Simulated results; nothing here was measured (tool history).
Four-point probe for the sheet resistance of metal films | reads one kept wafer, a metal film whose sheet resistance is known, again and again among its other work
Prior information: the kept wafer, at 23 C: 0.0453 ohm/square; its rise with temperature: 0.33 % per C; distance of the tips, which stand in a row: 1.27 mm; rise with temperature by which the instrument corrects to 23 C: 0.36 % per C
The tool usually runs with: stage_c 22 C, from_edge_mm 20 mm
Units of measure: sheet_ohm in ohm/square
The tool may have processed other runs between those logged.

| run | hour | stage_c | from_edge_mm | sheet_ohm |
|---|---|---|---|---|
| 1 | 0 | 22 | 20 | 0.04562 |
| 2 | 44.8 | 22 | 20 | 0.045616 |
| 3 | 66.3 | 22 | 20 | 0.045629 |
| 4 | 86.3 | 22 | 20 | 0.045625 |
| 5 | 127.8 | 22 | 20 | 0.045615 |
| 6 | 165.8 | 19 | 20 | 0.045684 |
| 7 | 211.1 | 19 | 3 | 0.049547 |
| 8 | 238.4 | 22 | 18 | 0.045658 |
| 9 | 256.7 | 22 | 18 | 0.045669 |
| 10 | 287 | 22 | 18 | 0.04566 |
| 11 | 331.8 | 22 | 20 | 0.045664 |
| 12 | 357.4 | 22 | 20 | 0.04564 |
| 13 | 377.7 | 22 | 20 | 0.045654 |
| 14 | 410 | 22 | 20 | 0.045656 |
| 15 | 434.7 | 22 | 68 | 0.045554 |
| 16 | 477.9 | 22 | 68 | 0.045565 |
| 17 | 496.2 | 22 | 68 | 0.045569 |
| 18 | 534.6 | 22 | 20 | 0.04567 |
| 19 | 553.7 | 22 | 20 | 0.045662 |
| 20 | 578.6 | 22 | 20 | 0.045664 |
| 21 | 598 | 22 | 20 | 0.045674 |
|  | 619.4 | stage's thermometer calibrated |
| 22 | 641.1 | 22 | 20 | 0.045636 |
| 23 | 661.9 | 22 | 20 | 0.045635 |
| 24 | 681.9 | 22 | 20 | 0.045643 |
| 25 | 701 | 25 | 21 | 0.04558 |
| 26 | 736 | 33 | 48 | 0.045393 |
| 27 | 766.5 | 30 | 27 | 0.045482 |
| 28 | 802.6 | 30 | 27 | 0.045473 |
| 29 | 835.5 | 29 | 11 | 0.04576 |
| 30 | 876.6 | 29 | 11 | 0.045773 |
| 31 | 904.6 | 21 | 69 | 0.045571 |
| 32 | 937.3 | 31 | 23 | 0.045521 |
| 33 | 961.8 | 31 | 4 | 0.047755 |
| 34 | 989.7 | 31 | 19 | 0.045533 |
| 35 | 1024.5 | 31 | 5 | 0.046961 |
| 36 | 1062.7 | 31 | 14 | 0.045646 |
| 37 | 1088.3 | 31 | 12 | 0.045712 |
| 38 | 1131.1 | 31 | 12 | 0.045749 |
| 39 | 1168.1 | 31 | 12 | 0.04571 |
| 40 | 1198.1 | 26 | 12 | 0.045797 |
| 41 | 1239 | 20 | 23 | 0.04569 |
| 42 | 1259.6 | 34 | 20 | 0.045522 |
| 43 | 1281.1 | 34 | 3 | 0.049381 |
| 44 | 1308.6 | 21 | 32 | 0.045635 |
| 45 | 1351.8 | 22 | 4 | 0.047935 |
| 46 | 1375.9 | 27 | 6 | 0.046604 |

Some steps in sheet_ohm, run to run, broken into two amounts with sign: the step expected even without the hidden condition (settings, incoming material, random variation), and the rest, left for the hidden condition together with whatever gauge scatter is not in both the measured and the hidden-condition-free result:
Unlogged tool condition in this case: inner tips' distance over the nominal, %; tips' flats over new ones', %; wafer's true temperature over the reading, C; drift of the gauge itself on sheet_ohm, %.
Run 6 -> 7: from_edge_mm 20 -> 3. sheet_ohm +0.003863 ohm/square: hidden state +0.000022, all else +0.003841.
Run 7 -> 8: stage_c 19 -> 22, from_edge_mm 3 -> 18. sheet_ohm -0.003889 ohm/square: hidden state -0.000015, all else -0.003874.
Run 21 -> 22: stage's thermometer calibrated. sheet_ohm -0.000038 ohm/square: hidden state -0.000046, all else +0.000008.
Run 42 -> 43: from_edge_mm 20 -> 3. sheet_ohm +0.003859 ohm/square: hidden state +0.000023, all else +0.003836.
